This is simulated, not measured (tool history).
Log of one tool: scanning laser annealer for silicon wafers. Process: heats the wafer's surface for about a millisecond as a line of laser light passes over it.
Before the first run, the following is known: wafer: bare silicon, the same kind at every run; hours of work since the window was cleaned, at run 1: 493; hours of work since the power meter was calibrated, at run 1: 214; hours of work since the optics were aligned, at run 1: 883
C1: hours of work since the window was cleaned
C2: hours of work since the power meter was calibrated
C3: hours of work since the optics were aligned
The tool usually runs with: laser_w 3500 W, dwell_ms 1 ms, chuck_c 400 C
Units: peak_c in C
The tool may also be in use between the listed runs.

{"run": 1, "hour": 0.0, "laser_w": 3500, "dwell_ms": 1, "chuck_c": 400, "C1": 493, "C2": 214, "C3": 883, "peak_c": 1153}
{"hour": 8.7, "done": "window over the wafer cleaned"}
{"run": 2, "hour": 8.7, "laser_w": 3500, "dwell_ms": 1, "chuck_c": 400, "C1": 0, "C2": 217, "C3": 886, "peak_c": 1194}
{"run": 3, "hour": 21.1, "laser_w": 3500, "dwell_ms": 0.78, "chuck_c": 400, "C1": 5, "C2": 222, "C3": 891, "peak_c": 1090}
{"run": 4, "hour": 30.3, "laser_w": 3682, "dwell_ms": 1, "chuck_c": 400, "C1": 9, "C2": 226, "C3": 895, "peak_c": 1245}
{"run": 5, "hour": 38.3, "laser_w": 3500, "dwell_ms": 1, "chuck_c": 387, "C1": 13, "C2": 230, "C3": 898, "peak_c": 1178}
{"run": 6, "hour": 44.6, "laser_w": 3500, "dwell_ms": 1, "chuck_c": 387, "C1": 15, "C2": 232, "C3": 901, "peak_c": 1183}
{"run": 7, "hour": 56.5, "laser_w": 3500, "dwell_ms": 1, "chuck_c": 387, "C1": 20, "C2": 238, "C3": 906, "peak_c": 1183}
{"run": 8, "hour": 66.1, "laser_w": 3500, "dwell_ms": 1, "chuck_c": 387, "C1": 25, "C2": 242, "C3": 910, "peak_c": 1182}
{"run": 9, "hour": 73.5, "laser_w": 3451, "dwell_ms": 1, "chuck_c": 387, "C1": 28, "C2": 245, "C3": 913, "peak_c": 1172}
{"run": 10, "hour": 84.0, "laser_w": 3492, "dwell_ms": 1, "chuck_c": 400, "C1": 32, "C2": 249, "C3": 918, "peak_c": 1189}
{"run": 11, "hour": 93.8, "laser_w": 3492, "dwell_ms": 1, "chuck_c": 400, "C1": 36, "C2": 253, "C3": 922, "peak_c": 1191}
{"run": 12, "hour": 105.0, "laser_w": 3724, "dwell_ms": 0.71, "chuck_c": 409, "C1": 41, "C2": 258, "C3": 927, "peak_c": 1108}
{"run": 13, "hour": 117.0, "laser_w": 3724, "dwell_ms": 0.71, "chuck_c": 409, "C1": 46, "C2": 263, "C3": 932, "peak_c": 1103}
{"run": 14, "hour": 124.7, "laser_w": 3724, "dwell_ms": 0.71, "chuck_c": 409, "C1": 50, "C2": 267, "C3": 935, "peak_c": 1101}
{"run": 15, "hour": 136.7, "laser_w": 3602, "dwell_ms": 0.97, "chuck_c": 420, "C1": 55, "C2": 272, "C3": 940, "peak_c": 1222}
{"run": 16, "hour": 146.2, "laser_w": 3759, "dwell_ms": 0.96, "chuck_c": 428, "C1": 59, "C2": 276, "C3": 944, "peak_c": 1266}
{"run": 17, "hour": 158.2, "laser_w": 3500, "dwell_ms": 0.77, "chuck_c": 396, "C1": 64, "C2": 281, "C3": 950, "peak_c": 1078}
{"run": 18, "hour": 170.2, "laser_w": 3500, "dwell_ms": 0.77, "chuck_c": 396, "C1": 69, "C2": 286, "C3": 955, "peak_c": 1075}
{"run": 19, "hour": 181.2, "laser_w": 3076, "dwell_ms": 0.78, "chuck_c": 400, "C1": 74, "C2": 291, "C3": 959, "peak_c": 995}
{"run": 20, "hour": 192.9, "laser_w": 3692, "dwell_ms": 0.92, "chuck_c": 383, "C1": 79, "C2": 296, "C3": 964, "peak_c": 1181}
{"run": 21, "hour": 203.7, "laser_w": 3692, "dwell_ms": 0.92, "chuck_c": 383, "C1": 83, "C2": 300, "C3": 969, "peak_c": 1183}

What if the next run were any one of these 4? Each begins from the tool's condition after run 21:
{"run": "A", "hour": 209.7, "laser_w": 3567, "dwell_ms": 0.93, "chuck_c": 367, "C1": 86, "C2": 303, "C3": 972, "peak_c": "?"}
{"run": "B", "hour": 209.7, "laser_w": 3439, "dwell_ms": 0.92, "chuck_c": 383, "C1": 86, "C2": 303, "C3": 972, "peak_c": "?"}
{"run": "C", "hour": 209.7, "laser_w": 3796, "dwell_ms": 1.07, "chuck_c": 398, "C1": 86, "C2": 303, "C3": 972, "peak_c": "?"}
{"run": "D", "hour": 209.7, "laser_w": 3786, "dwell_ms": 0.92, "chuck_c": 432, "C1": 86, "C2": 303, "C3": 972, "peak_c": "?"}

run=A peak_c=1137
run=B peak_c=1120
run=C peak_c=1295
run=D peak_c=1254
With no hidden state in the tool, these same runs would have given:
run=A peak_c=1156
run=B peak_c=1138
run=C peak_c=1316
run=D peak_c=1274
